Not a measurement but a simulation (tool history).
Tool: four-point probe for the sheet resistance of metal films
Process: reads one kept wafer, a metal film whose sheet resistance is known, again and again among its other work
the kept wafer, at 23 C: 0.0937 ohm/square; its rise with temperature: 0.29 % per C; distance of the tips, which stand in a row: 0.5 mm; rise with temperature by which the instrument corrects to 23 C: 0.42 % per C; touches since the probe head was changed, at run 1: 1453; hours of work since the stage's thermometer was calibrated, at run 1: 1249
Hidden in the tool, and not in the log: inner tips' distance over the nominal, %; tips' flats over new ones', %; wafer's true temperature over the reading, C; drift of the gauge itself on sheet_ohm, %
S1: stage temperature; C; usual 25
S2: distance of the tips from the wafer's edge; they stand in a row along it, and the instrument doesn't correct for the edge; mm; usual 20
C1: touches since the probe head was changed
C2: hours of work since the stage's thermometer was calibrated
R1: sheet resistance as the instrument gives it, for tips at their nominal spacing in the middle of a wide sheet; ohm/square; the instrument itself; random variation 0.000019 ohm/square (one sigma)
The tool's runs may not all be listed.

{"run": 1, "hour": 0.0, "S1": 25, "S2": 20, "C1": 1453, "C2": 1249, "R1": 0.093487}
{"run": 2, "hour": 67.9, "S1": 25, "S2": 20, "C1": 2537, "C2": 1299, "R1": 0.093505}
{"hour": 107.3, "done": "stage's thermometer calibrated"}
{"run": 3, "hour": 117.4, "S1": 25, "S2": 20, "C1": 3320, "C2": 8, "R1": 0.093498}
{"run": 4, "hour": 200.9, "S1": 21, "S2": 20, "C1": 4653, "C2": 70, "R1": 0.093975}
{"run": 5, "hour": 253.1, "S1": 25, "S2": 20, "C1": 5486, "C2": 109, "R1": 0.093498}
{"run": 6, "hour": 336.7, "S1": 25, "S2": 20, "C1": 6821, "C2": 171, "R1": 0.093489}
{"run": 7, "hour": 408.2, "S1": 25, "S2": 20, "C1": 7962, "C2": 224, "R1": 0.093496}
{"run": 8, "hour": 522.5, "S1": 25, "S2": 20, "C1": 9787, "C2": 309, "R1": 0.093513}
{"run": 9, "hour": 600.3, "S1": 26, "S2": 45, "C1": 11030, "C2": 367, "R1": 0.09335}
{"run": 10, "hour": 660.2, "S1": 31, "S2": 5, "C1": 11986, "C2": 412, "R1": 0.093272}
{"run": 11, "hour": 757.5, "S1": 31, "S2": 5, "C1": 13539, "C2": 485, "R1": 0.093293}

5 ways to go on from here, each from the tool as it stands after run 11. What would each give?
{"run": "A", "hour": 806.0, "S1": 22, "S2": 20, "C1": 14313, "C2": 521, "R1": "?"}
{"run": "B", "hour": 806.0, "S1": 25, "S2": 15, "C1": 14313, "C2": 521, "R1": "?"}
{"run": "C", "hour": 806.0, "S1": 31, "S2": 38, "C1": 14313, "C2": 521, "R1": "?"}
{"run": "D", "hour": 806.0, "S1": 31, "S2": 58, "C1": 14313, "C2": 521, "R1": "?"}
{"run": "E", "hour": 806.0, "S1": 31, "S2": 36, "C1": 14313, "C2": 521, "R1": "?"}

run=A R1=0.093836
run=B R1=0.093505
run=C R1=0.092790
run=D R1=0.092780
run=E R1=0.092803
Without the tool's hidden state the same runs would have given:
run=A R1=0.093838
run=B R1=0.093507
run=C R1=0.092792
run=D R1=0.092782
run=E R1=0.092805

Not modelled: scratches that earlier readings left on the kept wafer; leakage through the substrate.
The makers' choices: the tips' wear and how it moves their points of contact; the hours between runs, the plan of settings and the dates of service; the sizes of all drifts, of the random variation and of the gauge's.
